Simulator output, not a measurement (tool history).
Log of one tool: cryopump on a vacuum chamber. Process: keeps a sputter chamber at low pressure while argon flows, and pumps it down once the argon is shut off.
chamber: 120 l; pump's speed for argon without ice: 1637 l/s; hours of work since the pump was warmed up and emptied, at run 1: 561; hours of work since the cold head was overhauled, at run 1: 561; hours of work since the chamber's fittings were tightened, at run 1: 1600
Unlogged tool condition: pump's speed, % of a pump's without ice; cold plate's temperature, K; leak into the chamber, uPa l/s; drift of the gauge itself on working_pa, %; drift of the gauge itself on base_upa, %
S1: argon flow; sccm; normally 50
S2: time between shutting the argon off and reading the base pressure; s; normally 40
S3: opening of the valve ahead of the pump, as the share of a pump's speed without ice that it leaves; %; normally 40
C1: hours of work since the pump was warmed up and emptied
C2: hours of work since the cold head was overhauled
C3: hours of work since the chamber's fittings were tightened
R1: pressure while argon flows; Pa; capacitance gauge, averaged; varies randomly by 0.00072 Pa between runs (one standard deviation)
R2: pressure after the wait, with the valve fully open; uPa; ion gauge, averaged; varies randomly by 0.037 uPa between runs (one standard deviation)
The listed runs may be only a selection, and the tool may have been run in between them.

run   hour  S1   S2  S3   C1   C2    C3      R1    R2
  1      0  50   40  40  561  561  1600  0.1404  2.87
  2   25.1  50   40  40  572  572  1611   0.141  2.83
  3   52.3  50   40  40  584  584  1623  0.1402  2.96
  4  114.3  50  107  40  611  611  1650   0.142  1.68
  5    170  50   40  41  636  636  1675  0.1392  2.89
  6  221.8  50   40  40  659  659  1698  0.1443  2.96
  7  262.4  39   40  40  677  677  1716  0.1118  2.96
  8  306.2  39   40  40  696  696  1735  0.1123  3.04
  9  342.6  39   40  40  712  712  1751  0.1122  3.01
 10  400.8  50  274  40  738  738  1777  0.1452  1.36
 11  435.5  50  274  40  753  753  1792  0.1479  1.41
 12  495.6  50  289  21  780  780  1819  0.2639  1.41
 13  535.2  50  289  21  797  797  1836   0.262  1.42
 14  565.1  29  156  33  811  811  1850   0.102  1.71
 15    595  29  156  33  824  824  1863  0.1012  1.64
 16  648.1  83   40  22  847  847  1886  0.4241  3.14
 17  705.7  83   40  22  873  873  1912  0.4193  3.17
 18  764.2  83   40  22  899  899  1938  0.4228   3.2
 19  804.7  26  267  22  917  917  1956  0.1343  1.55
 20  837.2  83   44  43  931  931  1970  0.2337  3.07

3 options for the next run, each taken on its own from the tool as it stands now. Forecast them:
  A  872.3  83  251  34  946  946  1986   ?   ?
  B  872.3  37  248  17  946  946  1986   ?   ?
  C  872.3  63   59  43  946  946  1986   ?   ?

run      R1    R2
  A   0.287  1.67
  B  0.2384   1.6
  C  0.1802  2.54
With the hidden condition removed and each run's random variation left untouched, the same runs would have given:
run      R1    R2
  A  0.2509  0.52
  B  0.2224   0.5
  C  0.1525  1.45
